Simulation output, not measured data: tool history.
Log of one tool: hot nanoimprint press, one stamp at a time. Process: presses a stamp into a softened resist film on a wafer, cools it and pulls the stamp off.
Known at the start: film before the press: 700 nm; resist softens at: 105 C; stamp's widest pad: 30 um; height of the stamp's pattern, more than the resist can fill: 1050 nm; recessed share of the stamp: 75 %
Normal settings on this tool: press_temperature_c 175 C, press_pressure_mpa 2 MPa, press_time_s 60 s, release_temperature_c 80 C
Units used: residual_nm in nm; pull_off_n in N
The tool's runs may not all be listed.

| run | hour | press_temperature_c | press_pressure_mpa | press_time_s | release_temperature_c | residual_nm | pull_off_n |
|---|---|---|---|---|---|---|---|
| 1 | 0 | 175 | 2 | 60 | 80 | 284.4 | 115 |
| 2 | 28.3 | 175 | 2 | 60 | 80 | 279.3 | 114 |
| 3 | 61.5 | 175 | 2 | 60 | 80 | 284.2 | 115 |
| 4 | 85.9 | 175 | 2 | 60 | 80 | 283.9 | 116 |
| 5 | 110.4 | 175 | 2 | 60 | 82 | 284.4 | 107 |
| 6 | 126.6 | 175 | 2 | 60 | 82 | 282.9 | 111 |
| 7 | 151.6 | 175 | 2 | 60 | 80 | 284.6 | 113 |
|  | 177.1 | press's hydraulic seals changed and the load cell set to zero |
| 8 | 191.8 | 175 | 2 | 60 | 77 | 285.5 | 121 |
|  | 204.5 | stamp cleaned and given a new release coat |
| 9 | 228.9 | 175 | 2 | 60 | 77 | 282.2 | 121 |
| 10 | 255.4 | 173 | 2 | 60 | 80 | 310.7 | 111 |
| 11 | 270.1 | 173 | 2 | 60 | 80 | 312.7 | 111 |
| 12 | 286.9 | 173 | 2 | 60 | 80 | 313.3 | 115 |
| 13 | 322.4 | 173 | 2 | 60 | 80 | 316.1 | 114 |
|  | 337.5 | gauge calibrated |
| 14 | 337.6 | 183 | 2 | 60 | 80 | 199.8 | 111 |
| 15 | 355.2 | 175 | 2 | 37 | 80 | 328.8 | 110 |
| 16 | 377.4 | 175 | 2 | 37 | 80 | 333.3 | 113 |
|  | 400.9 | plate thermocouple calibrated |
| 17 | 413.2 | 187 | 3.15 | 59 | 78 | 132.9 | 113 |
| 18 | 443.4 | 187 | 3.15 | 59 | 78 | 130.5 | 118 |
| 19 | 468 | 187 | 3.15 | 59 | 78 | 132.2 | 121 |
| 20 | 488.5 | 173 | 2.82 | 55 | 75 | 263.9 | 124 |
| 21 | 513.2 | 181 | 1.25 | 32 | 80 | 363.9 | 112 |
| 22 | 548.8 | 181 | 1.31 | 32 | 80 | 349.9 | 116 |
| 23 | 577.1 | 174 | 1.98 | 60 | 65 | 298.7 | 151 |
| 24 | 609.9 | 168 | 2 | 60 | 84 | 387.9 | 106 |
| 25 | 645.7 | 185 | 2.77 | 79 | 73 | 142.4 | 131 |
| 26 | 679.4 | 165 | 2 | 49 | 80 | 469.6 | 110 |
|  | 715.3 | stamp cleaned and given a new release coat |
| 27 | 721.2 | 165 | 2 | 49 | 80 | 469 | 109 |
| 28 | 745.7 | 172 | 2.55 | 66 | 74 | 279.3 | 127 |
| 29 | 781.4 | 172 | 1.42 | 66 | 81 | 387.1 | 110 |

Branching from run 29: 3 alternative next runs. What would each branch give?
| A | 811.4 | 180 | 1.42 | 43 | 65 | ? | ? |
| B | 811.4 | 186 | 1.71 | 60 | 80 | ? | ? |
| C | 811.4 | 172 | 1.42 | 58 | 81 | ? | ? |

| run | residual_nm | pull_off_n |
|---|---|---|
| A | 322.5 | 147 |
| B | 202.6 | 114 |
| C | 406 | 116 |
Take away the tool's hidden state, keep each run's random variation, and the runs would have read:
| run | residual_nm | pull_off_n |
|---|---|---|
| A | 310.2 | 147 |
| B | 194.9 | 113 |
| C | 390.6 | 115 |
